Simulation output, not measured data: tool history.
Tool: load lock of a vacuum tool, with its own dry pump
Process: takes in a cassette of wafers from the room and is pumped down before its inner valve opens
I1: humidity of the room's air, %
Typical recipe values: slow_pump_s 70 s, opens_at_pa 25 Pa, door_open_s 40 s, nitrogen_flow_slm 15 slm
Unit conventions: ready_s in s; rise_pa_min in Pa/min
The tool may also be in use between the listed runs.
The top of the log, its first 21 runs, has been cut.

{"run": 22, "hour": 9289.1, "slow_pump_s": 78, "opens_at_pa": 43, "door_open_s": 82, "nitrogen_flow_slm": 6, "I1": 47.2, "ready_s": 135.6, "rise_pa_min": 0.331}
{"run": 23, "hour": 9641.4, "slow_pump_s": 78, "opens_at_pa": 43, "door_open_s": 82, "nitrogen_flow_slm": 6, "I1": 42, "ready_s": 136, "rise_pa_min": 0.341}
{"run": 24, "hour": 9930.6, "slow_pump_s": 70, "opens_at_pa": 34, "door_open_s": 40, "nitrogen_flow_slm": 9, "I1": 46.3, "ready_s": 131.5, "rise_pa_min": 0.325}
{"run": 25, "hour": 10465.9, "slow_pump_s": 119, "opens_at_pa": 25, "door_open_s": 40, "nitrogen_flow_slm": 8, "I1": 47.3, "ready_s": 175.4, "rise_pa_min": 0.344}
{"run": 26, "hour": 10785.0, "slow_pump_s": 70, "opens_at_pa": 25, "door_open_s": 105, "nitrogen_flow_slm": 4, "I1": 43.7, "ready_s": 137.2, "rise_pa_min": 0.367}
{"run": 27, "hour": 11432.3, "slow_pump_s": 52, "opens_at_pa": 32, "door_open_s": 40, "nitrogen_flow_slm": 15, "I1": 47.1, "ready_s": 120.4, "rise_pa_min": 0.349}
{"run": 28, "hour": 11984.1, "slow_pump_s": 66, "opens_at_pa": 25, "door_open_s": 40, "nitrogen_flow_slm": 30, "I1": 45.4, "ready_s": 134.5, "rise_pa_min": 0.366}
{"run": 29, "hour": 12266.4, "slow_pump_s": 66, "opens_at_pa": 25, "door_open_s": 40, "nitrogen_flow_slm": 30, "I1": 43.7, "ready_s": 134.4, "rise_pa_min": 0.368}
{"run": 30, "hour": 12883.4, "slow_pump_s": 46, "opens_at_pa": 25, "door_open_s": 225, "nitrogen_flow_slm": 30, "I1": 48.3, "ready_s": 118.8, "rise_pa_min": 0.384}
{"hour": 12978.9, "done": "dry pump taken out, an overhauled one fitted"}
{"run": 31, "hour": 13264.7, "slow_pump_s": 70, "opens_at_pa": 20, "door_open_s": 108, "nitrogen_flow_slm": 15, "I1": 47.2, "ready_s": 127.8, "rise_pa_min": 0.411}
{"run": 32, "hour": 13626.1, "slow_pump_s": 72, "opens_at_pa": 45, "door_open_s": 108, "nitrogen_flow_slm": 15, "I1": 46.4, "ready_s": 122.1, "rise_pa_min": 0.421}
{"run": 33, "hour": 13919.7, "slow_pump_s": 70, "opens_at_pa": 42, "door_open_s": 46, "nitrogen_flow_slm": 15, "I1": 44.3, "ready_s": 121.3, "rise_pa_min": 0.425}
{"run": 34, "hour": 14328.5, "slow_pump_s": 70, "opens_at_pa": 42, "door_open_s": 46, "nitrogen_flow_slm": 15, "I1": 49.2, "ready_s": 122.4, "rise_pa_min": 0.431}
{"run": 35, "hour": 14855.5, "slow_pump_s": 70, "opens_at_pa": 29, "door_open_s": 41, "nitrogen_flow_slm": 15, "I1": 43.3, "ready_s": 124.6, "rise_pa_min": 0.443}

4 options for the next run, each taken on its own from the tool as it stands now. Forecast them:
{"run": "A", "hour": 15444.6, "slow_pump_s": 65, "opens_at_pa": 29, "door_open_s": 93, "nitrogen_flow_slm": 5, "I1": 46.5, "ready_s": "?", "rise_pa_min": "?"}
{"run": "B", "hour": 15444.6, "slow_pump_s": 58, "opens_at_pa": 28, "door_open_s": 40, "nitrogen_flow_slm": 15, "I1": 45.1, "ready_s": "?", "rise_pa_min": "?"}
{"run": "C", "hour": 15444.6, "slow_pump_s": 70, "opens_at_pa": 29, "door_open_s": 36, "nitrogen_flow_slm": 16, "I1": 39.6, "ready_s": "?", "rise_pa_min": "?"}
{"run": "D", "hour": 15444.6, "slow_pump_s": 125, "opens_at_pa": 25, "door_open_s": 42, "nitrogen_flow_slm": 6, "I1": 45.6, "ready_s": "?", "rise_pa_min": "?"}

run=A ready_s=121.3 rise_pa_min=0.482
run=B ready_s=116.6 rise_pa_min=0.451
run=C ready_s=125.3 rise_pa_min=0.449
run=D ready_s=171.8 rise_pa_min=0.459
Stripped of hidden state, with their random variation kept, the same runs would have yielded:
run=A ready_s=120.3 rise_pa_min=0.055
run=B ready_s=115.3 rise_pa_min=0.024
run=C ready_s=124.2 rise_pa_min=0.024
run=D ready_s=171 rise_pa_min=0.035
